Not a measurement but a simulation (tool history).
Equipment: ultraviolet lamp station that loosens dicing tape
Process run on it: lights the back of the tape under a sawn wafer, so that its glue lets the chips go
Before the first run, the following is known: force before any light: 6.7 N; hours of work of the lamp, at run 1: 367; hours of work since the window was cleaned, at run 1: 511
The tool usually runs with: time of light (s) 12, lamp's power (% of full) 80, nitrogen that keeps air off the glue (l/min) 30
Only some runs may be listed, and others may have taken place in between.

run	hour	time of light (s)	lamp's power (% of full)	nitrogen that keeps air off the glue (l/min)	hours of work of the lamp	hours of work since the window was cleaned	force that peels the tape off (N)	light that reached the tape (J/m2)
1	0	12	80	30	367	511	1.556	1460
2	22.6	12	80	30	380	524	1.598	1430
3	37.6	12	80	30	388	532	1.604	1450
# hour 66.4: window cleaned of glue's vapour
4	68	12	80	30	405	1	1.442	1570
5	96.5	12	80	30	422	17	1.456	1530
6	129.6	12	80	30	441	36	1.534	1500
7	160.2	12	80	30	458	54	1.596	1470
8	192.3	12	66	30	477	72	2.025	1190
9	221.6	12	80	30	494	89	1.657	1420
10	254.6	12	80	30	513	108	1.698	1370
11	273.3	12	80	30	523	119	1.729	1380
12	292.6	12	80	30	534	130	1.713	1370
13	309.4	12	80	30	544	140	1.808	1340
14	324.3	12	80	30	553	148	1.772	1330
15	347.5	18	70	50	566	162	1.066	1760
16	375.4	18	70	50	582	178	1.056	1700
17	393.3	12	60	56	592	188	2.215	990
18	410.6	12	60	56	602	198	2.272	980
19	428.9	12	83	37	613	208	1.694	1300
20	457.1	9	80	30	629	225	2.546	950
21	486.7	23	67	40	646	242	0.941	1920
22	511.8	12	77	50	660	256	1.898	1160
23	527.6	7	78	50	670	265	3.155	660

Below are 3 alternative next runs, each starting from the tool's condition after run 23. Predict each:
A	551.3	12	85	30	683	279	?	?
B	551.3	12	80	15	683	279	?	?
C	551.3	18	96	10	683	279	?	?

run	force that peels the tape off (N)	light that reached the tape (J/m2)
A	1.917	1220
B	2.533	1170
C	1.364	2090
With the hidden condition removed and each run's random variation left untouched, the same runs would have given:
run	force that peels the tape off (N)	light that reached the tape (J/m2)
A	0.764	2230
B	1.182	2130
C	0.46	3800

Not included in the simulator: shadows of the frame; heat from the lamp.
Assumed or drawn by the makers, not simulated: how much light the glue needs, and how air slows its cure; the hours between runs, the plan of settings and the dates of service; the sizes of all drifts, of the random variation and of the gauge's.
